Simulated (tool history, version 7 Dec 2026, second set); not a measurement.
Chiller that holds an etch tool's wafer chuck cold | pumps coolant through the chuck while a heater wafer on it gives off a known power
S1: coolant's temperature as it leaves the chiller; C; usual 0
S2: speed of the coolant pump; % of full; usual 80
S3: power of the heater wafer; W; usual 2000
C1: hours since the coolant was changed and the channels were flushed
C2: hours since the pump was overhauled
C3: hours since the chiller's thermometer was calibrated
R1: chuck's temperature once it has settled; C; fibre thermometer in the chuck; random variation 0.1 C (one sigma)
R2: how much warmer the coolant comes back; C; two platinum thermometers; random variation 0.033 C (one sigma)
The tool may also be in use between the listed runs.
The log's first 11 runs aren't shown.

{"run": 12, "day": 60.3, "S1": 0, "S2": 80, "S3": 2000, "C1": 4717, "C2": 7336, "C3": 1871, "R1": 12.5, "R2": 4.37}
{"run": 13, "day": 64.417, "S1": 0, "S2": 80, "S3": 2000, "C1": 4816, "C2": 7435, "C3": 1970, "R1": 12.3, "R2": 4.31}
{"run": 14, "day": 70.242, "S1": 0, "S2": 80, "S3": 2000, "C1": 4956, "C2": 7575, "C3": 2110, "R1": 12.5, "R2": 4.27}
{"run": 15, "day": 74.517, "S1": 0, "S2": 97, "S3": 2000, "C1": 5058, "C2": 7678, "C3": 2212, "R1": 10.3, "R2": 3.46}
{"run": 16, "day": 78.929, "S1": 0, "S2": 97, "S3": 2000, "C1": 5164, "C2": 7784, "C3": 2318, "R1": 10.4, "R2": 3.52}
{"run": 17, "day": 86.233, "S1": -2, "S2": 74, "S3": 1433, "C1": 5340, "C2": 7959, "C3": 2494, "R1": 7.6, "R2": 3.43}
{"run": 18, "day": 89.804, "S1": 0, "S2": 91, "S3": 1934, "C1": 5425, "C2": 8044, "C3": 2579, "R1": 10.7, "R2": 3.68}
{"run": 19, "day": 97.1, "S1": 0, "S2": 91, "S3": 1446, "C1": 5600, "C2": 8220, "C3": 2754, "R1": 8.0, "R2": 2.77}
{"run": 20, "day": 103.754, "S1": 0, "S2": 91, "S3": 1446, "C1": 5760, "C2": 8379, "C3": 2914, "R1": 7.9, "R2": 2.76}

The next listed run, before its measurement:
{"run": 21, "day": 110.812, "S1": 6, "S2": 99, "S3": 2000, "C1": 5930, "C2": 8549, "C3": 3084, "R1": "?", "R2": "?"}

Run 21 gave R1 16.3 C, R2 3.42 C.
Without the tool's hidden state the same run would have given R1 16.2 C, R2 3.41 C.
